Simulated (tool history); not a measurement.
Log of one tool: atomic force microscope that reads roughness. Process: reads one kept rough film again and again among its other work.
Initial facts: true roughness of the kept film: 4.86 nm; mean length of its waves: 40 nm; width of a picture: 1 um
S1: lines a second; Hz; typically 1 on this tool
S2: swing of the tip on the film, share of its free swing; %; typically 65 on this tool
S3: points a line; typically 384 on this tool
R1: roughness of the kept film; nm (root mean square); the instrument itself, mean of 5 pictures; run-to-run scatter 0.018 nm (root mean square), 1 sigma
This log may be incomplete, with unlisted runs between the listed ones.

run     day    S1  S2   S3     R1
  1       0     1  65  384  3.987
  2   2.017     1  56  384   3.95
  3    3.45     1  56  384  3.867
      4.367  -- new tip fitted
  4   5.625     1  56  384  4.302
  5   7.342     1  56  384  4.206
  6   9.433     1  65  384  4.018
  7  10.812     1  65  384  3.934
  8  11.738     1  65  384  3.905
       12.9  -- new tip fitted
  9  14.025     1  65  384   4.25
 10  15.583     1  65  384  4.133
 11  16.688     1  65  384   4.04
 12  17.712     1  65  384  4.005
 13  19.321     1  65  384  3.928
 14  21.217  0.83  65  973  3.866
     21.438  -- height scale calibrated on a step standard
     21.629  -- new tip fitted
 15  22.512  0.83  65  973  4.271
 16  23.475  0.83  65  973  4.199
 17  25.642     1  66  261  3.984
 18  27.454     1  66  261  3.901
 19  28.671  2.69  62  384  3.628

Expected results for the next run?
 20  29.967  2.69  62  711   ?

Run 20 measured R1 3.596 nm (root mean square).
Take away the tool's hidden state, keep the run-to-run variation as it was, and the same run would have given R1 4.104 nm (root mean square).

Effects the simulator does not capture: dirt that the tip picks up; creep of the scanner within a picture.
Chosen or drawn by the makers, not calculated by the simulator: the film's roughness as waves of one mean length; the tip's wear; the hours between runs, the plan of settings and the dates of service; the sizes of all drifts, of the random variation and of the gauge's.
